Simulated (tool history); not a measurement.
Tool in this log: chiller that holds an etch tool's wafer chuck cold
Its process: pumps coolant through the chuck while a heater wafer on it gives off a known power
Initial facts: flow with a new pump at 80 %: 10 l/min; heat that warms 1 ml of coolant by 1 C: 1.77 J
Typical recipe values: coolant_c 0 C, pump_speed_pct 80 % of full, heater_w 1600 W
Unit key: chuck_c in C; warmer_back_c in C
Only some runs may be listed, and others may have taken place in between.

Run 1, hour 0: usual settings. Result: chuck_c 15.7 C, warmer_back_c 5.49 C.
Run 2, hour 128.9: usual settings. Result: chuck_c 15.7 C, warmer_back_c 5.56 C.
Run 3, hour 237.9: usual settings but heater_w 1960 W. Result: chuck_c 19.3 C, warmer_back_c 6.76 C.
Run 4, hour 362.1: usual settings but heater_w 1960 W. Result: chuck_c 19.4 C, warmer_back_c 6.82 C.
Run 5, hour 425.9: usual settings. Result: chuck_c 16 C, warmer_back_c 5.56 C.
Run 6, hour 517.5: usual settings. Result: chuck_c 16 C, warmer_back_c 5.54 C.
Run 7, hour 598.5: usual settings. Result: chuck_c 16.1 C, warmer_back_c 5.56 C.
Run 8, hour 687.2: usual settings. Result: chuck_c 16 C, warmer_back_c 5.6 C.
Run 9, hour 782.7: usual settings. Result: chuck_c 16.4 C, warmer_back_c 5.57 C.
Run 10, hour 868.4: usual settings. Result: chuck_c 16.3 C, warmer_back_c 5.56 C.
Run 11, hour 975.8: usual settings but coolant_c -3 C. Result: chuck_c 13.2 C, warmer_back_c 5.59 C.
At hour 991.5: chiller's thermometer calibrated.
Run 12, hour 1093: usual settings but pump_speed_pct 82 % of full. Result: chuck_c 15.8 C, warmer_back_c 5.49 C.
Run 13, hour 1228: usual settings but coolant_c -5 C. Result: chuck_c 11 C, warmer_back_c 5.67 C.
Run 14, hour 1287.3: usual settings but coolant_c 4 C, pump_speed_pct 75 % of full, heater_w 1272 W. Result: chuck_c 17.5 C, warmer_back_c 4.8 C.
Run 15, hour 1350.8: usual settings but coolant_c 4 C, pump_speed_pct 71 % of full, heater_w 1272 W. Result: chuck_c 18.5 C, warmer_back_c 5.17 C.
Run 16, hour 1469.6: usual settings but coolant_c 4 C, pump_speed_pct 71 % of full, heater_w 1272 W. Result: chuck_c 18.3 C, warmer_back_c 5.07 C.
Run 17, hour 1526.7: usual settings but coolant_c -6 C, pump_speed_pct 83 % of full, heater_w 1235 W. Result: chuck_c 6.4 C, warmer_back_c 4.15 C.
Run 18, hour 1598.5: usual settings but coolant_c -9 C. Result: chuck_c 7.4 C, warmer_back_c 5.56 C.
Run 19, hour 1691.6: usual settings but coolant_c 3 C, pump_speed_pct 100 % of full, heater_w 1045 W. Result: chuck_c 12.1 C, warmer_back_c 2.93 C.
Run 20, hour 1760.6: usual settings but coolant_c 3 C, pump_speed_pct 63 % of full, heater_w 1045 W. Result: chuck_c 16.1 C, warmer_back_c 4.77 C.
Run 21, hour 1853.4: usual settings but pump_speed_pct 82 % of full, heater_w 1542 W. Result: chuck_c 15.8 C, warmer_back_c 5.28 C.
Run 22, hour 1910.6: usual settings but pump_speed_pct 82 % of full, heater_w 1542 W. Result: chuck_c 15.9 C, warmer_back_c 5.32 C.
At hour 1955.2: coolant changed, channels flushed.
Run 23, hour 2003: usual settings but pump_speed_pct 82 % of full, heater_w 1542 W. Result: chuck_c 13.4 C, warmer_back_c 5.24 C.
Run 24, hour 2138.8: usual settings but coolant_c -7 C, pump_speed_pct 64 % of full, heater_w 1516 W. Result: chuck_c 8.9 C, warmer_back_c 6.93 C.
Run 25, hour 2252.5: usual settings but coolant_c -7 C, pump_speed_pct 64 % of full, heater_w 1516 W. Result: chuck_c 9.1 C, warmer_back_c 6.87 C.
Run 26, hour 2341.9: usual settings but coolant_c -7 C, pump_speed_pct 64 % of full, heater_w 1516 W. Result: chuck_c 9.1 C, warmer_back_c 6.88 C.

Below, each run's measurement less what the same run would have read without the hidden state. Both values contain the same run-to-run variation, but the gauge's scatter may not be the same in both:
Hidden state at play: heat passed by the chuck's channels, % of clean ones'; flow at a given pump speed, % of a new pump's; coolant's true temperature over the reading, C; drift of the gauge itself on chuck_c, C; drift of the gauge itself on warmer_back_c, C.
run  chuck_c  warmer_back_c
  1     +2.1          +0.12
  2     +2.3          +0.13
  3     +2.8          +0.17
  4     +2.9          +0.17
  5     +2.4          +0.14
  6     +2.4          +0.15
  7     +2.6          +0.15
  8     +2.6          +0.16
  9     +2.6          +0.16
 10     +2.7          +0.17
 11     +2.7          +0.18
 12     +2.4          +0.17
 13     +2.6           +0.2
 14     +2.2          +0.17
 15     +2.4          +0.18
 16     +2.4          +0.19
 17     +2.1          +0.15
 18     +2.9          +0.21
 19     +1.7          +0.11
 20     +2.3          +0.19
 21     +2.8          +0.21
 22     +2.9          +0.22
 23     +0.5          +0.22
 24     +0.7           +0.3
 25     +0.7          +0.31
 26     +0.8          +0.31
